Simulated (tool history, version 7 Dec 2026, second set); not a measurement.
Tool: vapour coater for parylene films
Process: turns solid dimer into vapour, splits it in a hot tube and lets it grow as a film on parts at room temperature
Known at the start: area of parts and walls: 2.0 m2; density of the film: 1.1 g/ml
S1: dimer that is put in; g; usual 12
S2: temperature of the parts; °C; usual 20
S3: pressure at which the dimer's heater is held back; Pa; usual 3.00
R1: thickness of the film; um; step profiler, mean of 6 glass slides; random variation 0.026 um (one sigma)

{"run": 1, "hour": 0.0, "S1": 12, "S2": 20, "S3": 3.0, "R1": 3.17}
{"run": 2, "hour": 19.2, "S1": 12, "S2": 20, "S3": 3.0, "R1": 3.2}
{"run": 3, "hour": 35.1, "S1": 12, "S2": 20, "S3": 2.39, "R1": 3.24}
{"run": 4, "hour": 58.7, "S1": 12, "S2": 25, "S3": 2.39, "R1": 2.64}
{"run": 5, "hour": 79.1, "S1": 11, "S2": 25, "S3": 2.39, "R1": 2.38}
{"run": 6, "hour": 92.3, "S1": 12, "S2": 20, "S3": 3.0, "R1": 3.14}
{"run": 7, "hour": 109.6, "S1": 12, "S2": 20, "S3": 3.0, "R1": 3.17}
{"run": 8, "hour": 130.7, "S1": 12, "S2": 20, "S3": 3.0, "R1": 3.13}
{"run": 9, "hour": 145.3, "S1": 14, "S2": 20, "S3": 3.0, "R1": 3.65}
{"run": 10, "hour": 157.2, "S1": 12, "S2": 20, "S3": 3.0, "R1": 3.12}
{"run": 11, "hour": 177.3, "S1": 12, "S2": 27, "S3": 3.0, "R1": 2.33}
{"run": 12, "hour": 197.1, "S1": 12, "S2": 20, "S3": 3.0, "R1": 3.13}
{"run": 13, "hour": 213.3, "S1": 12, "S2": 20, "S3": 3.0, "R1": 3.11}
{"run": 14, "hour": 223.1, "S1": 12, "S2": 15, "S3": 3.82, "R1": 3.74}
{"run": 15, "hour": 243.1, "S1": 21, "S2": 29, "S3": 4.82, "R1": 3.44}
{"run": 16, "hour": 258.9, "S1": 21, "S2": 29, "S3": 2.08, "R1": 3.87}
{"hour": 267.7, "done": "trap's valve overhauled"}
{"run": 17, "hour": 283.4, "S1": 6, "S2": 29, "S3": 5.52, "R1": 1.05}
{"run": 18, "hour": 294.9, "S1": 6, "S2": 29, "S3": 5.52, "R1": 1.01}
{"run": 19, "hour": 314.8, "S1": 6, "S2": 29, "S3": 5.52, "R1": 1.03}
{"run": 20, "hour": 330.1, "S1": 14, "S2": 29, "S3": 7.8, "R1": 2.29}
{"run": 21, "hour": 350.6, "S1": 14, "S2": 29, "S3": 7.8, "R1": 2.33}
{"run": 22, "hour": 372.7, "S1": 20, "S2": 29, "S3": 2.26, "R1": 3.79}
{"run": 23, "hour": 395.1, "S1": 11, "S2": 28, "S3": 2.15, "R1": 2.14}

3 ways to go on from here, each from the tool as it stands after run 23. What would each give?
{"run": "A", "hour": 406.0, "S1": 5, "S2": 14, "S3": 7.62, "R1": "?"}
{"run": "B", "hour": 406.0, "S1": 11, "S2": 20, "S3": 5.41, "R1": "?"}
{"run": "C", "hour": 406.0, "S1": 7, "S2": 22, "S3": 2.55, "R1": "?"}

run=A R1=1.52
run=B R1=2.73
run=C R1=1.75
Without the tool's hidden state the same runs would have given:
run=A R1=1.56
run=B R1=2.79
run=C R1=1.79

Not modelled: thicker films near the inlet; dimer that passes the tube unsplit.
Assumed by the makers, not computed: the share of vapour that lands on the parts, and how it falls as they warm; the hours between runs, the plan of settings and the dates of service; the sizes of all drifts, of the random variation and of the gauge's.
